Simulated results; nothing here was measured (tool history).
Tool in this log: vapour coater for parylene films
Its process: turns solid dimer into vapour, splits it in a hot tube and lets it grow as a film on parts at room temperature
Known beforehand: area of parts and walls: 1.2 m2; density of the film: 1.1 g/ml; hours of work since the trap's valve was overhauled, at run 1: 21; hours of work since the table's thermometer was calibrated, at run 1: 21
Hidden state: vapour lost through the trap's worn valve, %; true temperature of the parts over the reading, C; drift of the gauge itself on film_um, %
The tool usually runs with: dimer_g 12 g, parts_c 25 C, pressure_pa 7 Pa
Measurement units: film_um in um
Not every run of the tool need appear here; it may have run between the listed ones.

| run | day | dimer_g | parts_c | pressure_pa | hours of work since the trap's valve was overhauled | hours of work since the table's thermometer was calibrated | film_um |
|---|---|---|---|---|---|---|---|
| 1 | 0 | 12 | 25 | 7 | 21 | 21 | 5.2 |
| 2 | 1.912 | 12 | 25 | 7 | 59 | 59 | 5.13 |
| 3 | 3.683 | 12 | 25 | 7 | 94 | 94 | 5.12 |
| 4 | 5.3 | 12 | 25 | 7 | 125 | 125 | 4.98 |
| 5 | 6.733 | 12 | 25 | 7 | 154 | 154 | 4.91 |
| 6 | 8.229 | 12 | 25 | 7 | 183 | 183 | 4.86 |
| 7 | 9.729 | 12 | 25 | 7 | 213 | 213 | 4.84 |
|  | 10.071 | trap's valve overhauled |
| 8 | 12.233 | 12 | 25 | 7 | 43 | 259 | 5.19 |
| 9 | 14.125 | 9 | 25 | 7 | 80 | 296 | 3.87 |
| 10 | 16.112 | 9 | 25 | 7 | 119 | 335 | 3.76 |
| 11 | 18.279 | 9 | 25 | 7 | 162 | 378 | 3.67 |
| 12 | 19.279 | 9 | 25 | 7 | 181 | 398 | 3.65 |
|  | 21.204 | trap's valve overhauled |
| 13 | 21.612 | 12 | 21 | 7 | 8 | 440 | 6.08 |
| 14 | 23.554 | 12 | 21 | 7 | 46 | 479 | 6.07 |
| 15 | 25.462 | 12 | 25 | 7 | 84 | 516 | 5.07 |
| 16 | 27.671 | 12 | 25 | 7 | 127 | 560 | 4.97 |
| 17 | 29.758 | 12 | 25 | 7 | 169 | 601 | 4.9 |
| 18 | 31.817 | 12 | 25 | 7 | 209 | 641 | 4.81 |
|  | 32.362 | trap's valve overhauled |
| 19 | 33.479 | 12 | 25 | 7 | 22 | 671 | 5.39 |
| 20 | 35.662 | 12 | 25 | 7 | 65 | 714 | 5.14 |
| 21 | 37.988 | 12 | 25 | 7 | 111 | 760 | 5.15 |
| 22 | 39.804 | 12 | 25 | 7 | 147 | 796 | 5.01 |
| 23 | 41.625 | 12 | 25 | 7 | 183 | 832 | 5.05 |
|  | 43.483 | trap's valve overhauled |
| 24 | 43.658 | 12 | 30 | 7 | 3 | 868 | 4.38 |
| 25 | 45.15 | 12 | 30 | 7 | 33 | 898 | 4.3 |
| 26 | 46.688 | 10 | 25 | 7 | 63 | 928 | 4.39 |
| 27 | 48.104 | 10 | 25 | 7 | 91 | 956 | 4.29 |
| 28 | 49.175 | 7 | 25 | 4.4 | 112 | 977 | 3.06 |
| 29 | 50.462 | 7 | 25 | 2.07 | 138 | 1002 | 3.13 |
| 30 | 52.246 | 5 | 24 | 4.89 | 173 | 1038 | 2.18 |
| 31 | 53.967 | 8 | 25 | 7 | 207 | 1071 | 3.26 |
|  | 54.629 | trap's valve overhauled |
| 32 | 55.796 | 20 | 21 | 7 | 23 | 1104 | 10.14 |
| 33 | 57.412 | 18 | 18 | 7 | 55 | 1136 | 10.4 |
| 34 | 59.721 | 11 | 20 | 7 | 100 | 1182 | 5.69 |
| 35 | 60.775 | 11 | 20 | 7 | 121 | 1202 | 5.66 |
| 36 | 62.008 | 5 | 25 | 9.6 | 145 | 1227 | 2.03 |
| 37 | 63.208 | 12 | 24 | 4.34 | 169 | 1250 | 5.29 |
| 38 | 65.521 | 12 | 24 | 4.34 | 215 | 1296 | 5.27 |
|  | 65.871 | trap's valve overhauled |
| 39 | 67.792 | 12 | 24 | 4.34 | 38 | 1337 | 5.53 |
| 40 | 68.929 | 7 | 24 | 4.34 | 60 | 1360 | 3.31 |
| 41 | 70.338 | 16 | 26 | 10.41 | 88 | 1388 | 6.43 |
| 42 | 72.404 | 10 | 28 | 6.86 | 129 | 1428 | 3.76 |

For each entry between runs, how does the tool's hidden state at the last listed run before it compare with that at the first listed run after it?
Between runs 7 and 8: trap's valve overhauled (day 10.071)
  vapour lost through the trap's worn valve, %: 9.9 -> 2.1; true temperature of the parts over the reading, C: 0 -> -0.02
  what was measured, less what the result would be without the hidden state, film_um: -0.53 -> -0.11 um
Between runs 12 and 13: trap's valve overhauled (day 21.204)
  vapour lost through the trap's worn valve, %: 8.6 -> 1.2; true temperature of the parts over the reading, C: -0.09 -> -0.11
  what was measured, less what the result would be without the hidden state, film_um: -0.33 -> -0.05 um
Between runs 18 and 19: trap's valve overhauled (day 32.362)
  vapour lost through the trap's worn valve, %: 10.4 -> 1.1; true temperature of the parts over the reading, C: -0.21 -> -0.22
  what was measured, less what the result would be without the hidden state, film_um: -0.52 -> -0.02 um
Between runs 23 and 24: trap's valve overhauled (day 43.483)
  vapour lost through the trap's worn valve, %: 8.3 -> 0.6; true temperature of the parts over the reading, C: -0.29 -> -0.31
  what was measured, less what the result would be without the hidden state, film_um: -0.39 -> +0.03 um
Between runs 31 and 32: trap's valve overhauled (day 54.629)
  vapour lost through the trap's worn valve, %: 9.6 -> 1.2; true temperature of the parts over the reading, C: -0.41 -> -0.42
  what was measured, less what the result would be without the hidden state, film_um: -0.29 -> +0.04 um
Between runs 38 and 39: trap's valve overhauled (day 65.871)
  vapour lost through the trap's worn valve, %: 9.9 -> 1.9; true temperature of the parts over the reading, C: -0.51 -> -0.53
  what was measured, less what the result would be without the hidden state, film_um: -0.46 -> +0.01 um
